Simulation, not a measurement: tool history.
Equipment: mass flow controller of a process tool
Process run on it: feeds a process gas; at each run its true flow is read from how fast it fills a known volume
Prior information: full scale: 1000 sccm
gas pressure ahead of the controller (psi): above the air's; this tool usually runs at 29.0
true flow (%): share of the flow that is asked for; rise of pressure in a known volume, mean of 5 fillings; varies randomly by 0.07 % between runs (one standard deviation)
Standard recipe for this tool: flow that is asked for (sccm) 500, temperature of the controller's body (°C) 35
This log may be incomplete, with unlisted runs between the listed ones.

| run | hour | flow that is asked for (sccm) | gas pressure ahead of the controller (psi) | temperature of the controller's body (°C) | true flow (%) |
|---|---|---|---|---|---|
| 1 | 0.0 | 500 | 29.0 | 35 | 97.46 |
| 2 | 558.2 | 500 | 29.0 | 35 | 97.55 |
| 3 | 995.1 | 500 | 29.0 | 35 | 97.49 |
| 4 | 1504.4 | 500 | 29.0 | 35 | 97.59 |
| 5 | 1849.9 | 500 | 29.0 | 35 | 97.46 |
| 6 | 2298.6 | 500 | 29.0 | 35 | 97.39 |
| 7 | 2749.9 | 152 | 30.3 | 27 | 97.47 |
| 8 | 3060.4 | 152 | 30.3 | 27 | 97.44 |
| 9 | 3564.5 | 152 | 30.3 | 27 | 97.60 |
| 10 | 4047.3 | 152 | 30.3 | 27 | 97.47 |
| 11 | 4457.2 | 152 | 30.3 | 27 | 97.39 |
| 12 | 5004.7 | 258 | 30.3 | 29 | 97.59 |

Withheld: 2 entries from between the runs. Position of each, and hidden state at the listed run before versus the listed run after:
From run 3 to run 4: controller's zero set anew (hour 1413.6)
  flow at rest that the sensor doesn't see, % of full scale: -0.002 -> 0
From run 11 to run 12: controller exchanged for a calibrated one (hour 4745.3)
  flow at rest that the sensor doesn't see, % of full scale: -0.001 -> 0; true flow over the shown one, %: -0.01 -> 0

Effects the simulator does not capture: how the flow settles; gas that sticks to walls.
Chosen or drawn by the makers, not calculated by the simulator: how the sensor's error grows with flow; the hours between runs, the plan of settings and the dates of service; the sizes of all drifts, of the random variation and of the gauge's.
